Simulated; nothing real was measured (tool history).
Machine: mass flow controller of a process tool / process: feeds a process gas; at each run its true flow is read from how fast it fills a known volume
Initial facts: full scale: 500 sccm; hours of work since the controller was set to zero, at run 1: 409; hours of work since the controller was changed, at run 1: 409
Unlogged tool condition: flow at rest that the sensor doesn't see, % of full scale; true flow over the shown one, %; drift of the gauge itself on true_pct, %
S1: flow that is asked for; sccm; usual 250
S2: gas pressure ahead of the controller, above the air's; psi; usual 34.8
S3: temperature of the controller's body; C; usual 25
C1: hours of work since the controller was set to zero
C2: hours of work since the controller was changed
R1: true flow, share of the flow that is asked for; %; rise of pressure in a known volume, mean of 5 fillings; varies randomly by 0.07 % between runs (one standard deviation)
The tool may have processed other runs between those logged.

run 1 hour=0.0 | S1=250 S2=34.8 S3=25 | C1=409 C2=409 | R1=97.89
run 2 hour=90.4 | S1=250 S2=34.8 S3=25 | C1=478 C2=478 | R1=97.60
run 3 hour=179.5 | S1=250 S2=34.8 S3=25 | C1=546 C2=546 | R1=97.65
run 4 hour=272.4 | S1=103 S2=34.8 S3=25 | C1=617 C2=617 | R1=96.36
run 5 hour=358.1 | S1=103 S2=34.8 S3=25 | C1=682 C2=682 | R1=96.15
run 6 hour=440.0 | S1=103 S2=35.8 S3=25 | C1=744 C2=744 | R1=95.97
run 7 hour=524.1 | S1=103 S2=35.8 S3=25 | C1=809 C2=809 | R1=96.04
run 8 hour=607.5 | S1=250 S2=34.8 S3=25 | C1=872 C2=872 | R1=97.33
run 9 hour=722.0 | S1=250 S2=34.8 S3=25 | C1=959 C2=959 | R1=97.18
run 10 hour=869.1 | S1=250 S2=34.8 S3=25 | C1=1071 C2=1071 | R1=97.01
run 11 hour=943.8 | S1=250 S2=34.8 S3=25 | C1=1128 C2=1128 | R1=96.94
run 12 hour=1076.6 | S1=250 S2=34.8 S3=25 | C1=1229 C2=1229 | R1=96.93
run 13 hour=1176.0 | S1=250 S2=34.8 S3=25 | C1=1305 C2=1305 | R1=96.75
run 14 hour=1313.0 | S1=250 S2=30.7 S3=25 | C1=1410 C2=1410 | R1=96.83
run 15 hour=1402.4 | S1=250 S2=30.7 S3=25 | C1=1478 C2=1478 | R1=96.66
run 16 hour=1502.0 | S1=250 S2=30.7 S3=25 | C1=1554 C2=1554 | R1=96.54
run 17 hour=1644.6 | S1=250 S2=34.8 S3=25 | C1=1662 C2=1662 | R1=96.30
run 18 hour=1784.1 | S1=250 S2=34.8 S3=25 | C1=1769 C2=1769 | R1=96.27
run 19 hour=1892.5 | S1=250 S2=34.8 S3=25 | C1=1851 C2=1851 | R1=96.16
run 20 hour=1969.2 | S1=250 S2=34.8 S3=25 | C1=1910 C2=1910 | R1=96.01
run 21 hour=2104.6 | S1=71 S2=38.7 S3=25 | C1=2013 C2=2013 | R1=93.28
run 22 hour=2241.7 | S1=250 S2=22.0 S3=24 | C1=2117 C2=2117 | R1=96.02
run 23 hour=2301.1 | S1=250 S2=27.1 S3=27 | C1=2162 C2=2162 | R1=96.08
run 24 hour=2386.5 | S1=112 S2=21.5 S3=25 | C1=2228 C2=2228 | R1=94.34
run 25 hour=2472.2 | S1=112 S2=21.5 S3=25 | C1=2293 C2=2293 | R1=94.17
run 26 hour=2597.7 | S1=178 S2=34.8 S3=29 | C1=2389 C2=2389 | R1=95.03
run 27 hour=2677.8 | S1=68 S2=25.4 S3=25 | C1=2449 C2=2449 | R1=92.55
run 28 hour=2758.2 | S1=68 S2=25.4 S3=25 | C1=2511 C2=2511 | R1=92.51
run 29 hour=2864.9 | S1=160 S2=25.4 S3=25 | C1=2592 C2=2592 | R1=94.66
run 30 hour=3011.8 | S1=160 S2=25.4 S3=25 | C1=2704 C2=2704 | R1=94.43
run 31 hour=3125.9 | S1=160 S2=26.7 S3=28 | C1=2791 C2=2791 | R1=94.41
run 32 hour=3256.1 | S1=160 S2=26.7 S3=28 | C1=2890 C2=2890 | R1=94.34
run 33 hour=3360.8 | S1=313 S2=26.7 S3=28 | C1=2970 C2=2970 | R1=95.73
run 34 hour=3494.5 | S1=277 S2=40.2 S3=28 | C1=3072 C2=3072 | R1=95.18
run 35 hour=3560.9 | S1=250 S2=32.1 S3=25 | C1=3122 C2=3122 | R1=94.81
run 36 hour=3655.9 | S1=250 S2=23.8 S3=25 | C1=3195 C2=3195 | R1=94.91
run 37 hour=3734.4 | S1=348 S2=21.5 S3=33 | C1=3255 C2=3255 | R1=96.24

Each row is a separate what-if for the run after 37, all from the same tool condition, not one after another. Results?
run A hour=3865.9 | S1=485 S2=27.3 S3=28 | C1=3355 C2=3355 | R1=?
run B hour=3865.9 | S1=89 S2=22.8 S3=25 | C1=3355 C2=3355 | R1=?
run C hour=3865.9 | S1=348 S2=37.1 S3=29 | C1=3355 C2=3355 | R1=?
run D hour=3865.9 | S1=250 S2=26.8 S3=25 | C1=3355 C2=3355 | R1=?

run=A R1=96.71
run=B R1=92.12
run=C R1=95.64
run=D R1=94.57
Without the tool's unlogged condition, the same runs would have read:
run=A R1=100.23
run=B R1=97.77
run=C R1=99.34
run=D R1=98.54
